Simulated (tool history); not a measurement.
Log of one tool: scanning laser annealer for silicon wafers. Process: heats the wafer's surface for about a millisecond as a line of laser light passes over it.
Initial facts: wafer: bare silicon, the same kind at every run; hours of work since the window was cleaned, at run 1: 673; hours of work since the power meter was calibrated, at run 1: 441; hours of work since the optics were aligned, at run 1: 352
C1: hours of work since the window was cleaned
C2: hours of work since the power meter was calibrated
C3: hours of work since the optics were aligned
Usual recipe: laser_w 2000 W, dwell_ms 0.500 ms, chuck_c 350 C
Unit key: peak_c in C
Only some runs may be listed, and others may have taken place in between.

run 1 hour=0.0 | laser_w=2000 dwell_ms=0.500 chuck_c=350 | C1=673 C2=441 C3=352 | peak_c=1184
run 2 hour=17.7 | laser_w=2000 dwell_ms=0.556 chuck_c=350 | C1=684 C2=453 C3=364 | peak_c=1231
run 3 hour=29.3 | laser_w=2000 dwell_ms=0.556 chuck_c=350 | C1=692 C2=460 C3=371 | peak_c=1232
run 4 hour=46.4 | laser_w=2000 dwell_ms=0.500 chuck_c=350 | C1=703 C2=471 C3=383 | peak_c=1182
run 5 hour=58.1 | laser_w=2000 dwell_ms=0.500 chuck_c=350 | C1=711 C2=479 C3=390 | peak_c=1180
run 6 hour=70.4 | laser_w=2000 dwell_ms=0.500 chuck_c=350 | C1=719 C2=487 C3=398 | peak_c=1180
run 7 hour=88.8 | laser_w=1722 dwell_ms=0.562 chuck_c=329 | C1=731 C2=499 C3=410 | peak_c=1095

Run 8, settings as shown, results not yet in. Your forecast:
run 8 hour=108.5 | laser_w=1722 dwell_ms=0.562 chuck_c=329 | C1=743 C2=512 C3=423 | peak_c=?

{"run 8": {"peak_c": 1095}}
With no hidden state in the tool, this same run would have given peak_c 1095 C.

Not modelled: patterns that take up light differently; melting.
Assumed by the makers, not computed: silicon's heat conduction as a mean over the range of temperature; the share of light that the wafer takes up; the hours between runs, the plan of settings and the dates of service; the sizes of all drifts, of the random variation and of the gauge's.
